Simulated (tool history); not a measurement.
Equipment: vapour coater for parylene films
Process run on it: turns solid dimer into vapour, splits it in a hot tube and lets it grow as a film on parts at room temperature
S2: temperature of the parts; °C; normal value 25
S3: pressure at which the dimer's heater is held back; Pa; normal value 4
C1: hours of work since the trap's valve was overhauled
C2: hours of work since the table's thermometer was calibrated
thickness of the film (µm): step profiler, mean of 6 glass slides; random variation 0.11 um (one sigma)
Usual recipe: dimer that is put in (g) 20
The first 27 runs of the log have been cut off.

Run 28, day 18.112: usual settings but dimer that is put in (g) 17, S2 31 °C, S3 2.48 Pa; C1 96; C2 829. Result: thickness of the film (µm) 9.88.
Run 29, day 18.725: usual settings but S2 18 °C, S3 3.59 Pa; C1 106; C2 839. Result: thickness of the film (µm) 17.8.
Run 30, day 19.142: usual settings but S2 18 °C, S3 3.59 Pa; C1 113; C2 846. Result: thickness of the film (µm) 17.81.
Run 31, day 19.662: usual settings but S2 18 °C, S3 3.59 Pa; C1 121; C2 854. Result: thickness of the film (µm) 17.69.
Run 32, day 20.546: usual settings but S2 18 °C, S3 3.59 Pa; C1 135; C2 868. Result: thickness of the film (µm) 17.59.
Run 33, day 21.371: usual settings but dimer that is put in (g) 9, S2 19 °C, S3 7.25 Pa; C1 148; C2 881. Result: thickness of the film (µm) 6.43.
Run 34, day 22.188: usual settings but dimer that is put in (g) 28, S2 19 °C, S3 7.25 Pa; C1 161; C2 894. Result: thickness of the film (µm) 20.47.
Run 35, day 22.75: usual settings but dimer that is put in (g) 28, S2 19 °C, S3 7.25 Pa; C1 170; C2 903. Result: thickness of the film (µm) 20.57.
Run 36, day 23.55: usual settings but dimer that is put in (g) 28, S2 19 °C, S3 7.25 Pa; C1 183; C2 916. Result: thickness of the film (µm) 20.24.
Run 37, day 24.396: usual settings but dimer that is put in (g) 28, S2 31 °C, S3 4.78 Pa; C1 196; C2 929. Result: thickness of the film (µm) 14.12.
Run 38, day 24.971: usual settings; C1 205; C2 938. Result: thickness of the film (µm) 13.13.
Run 39, day 25.55: usual settings; C1 215; C2 948. Result: thickness of the film (µm) 13.28.
Run 40, day 26.367: usual settings but S2 23 °C; C1 228; C2 961. Result: thickness of the film (µm) 14.25.

Forecast run 41:
Run 41, day 27.133: usual settings but dimer that is put in (g) 8; C1 240; C2 973. Result: thickness of the film (µm) ?.

{"run 41": {"thickness of the film (µm)": 5.25}}
The same run, on a tool lacking any hidden state, would have yielded thickness of the film (µm) 5.28.
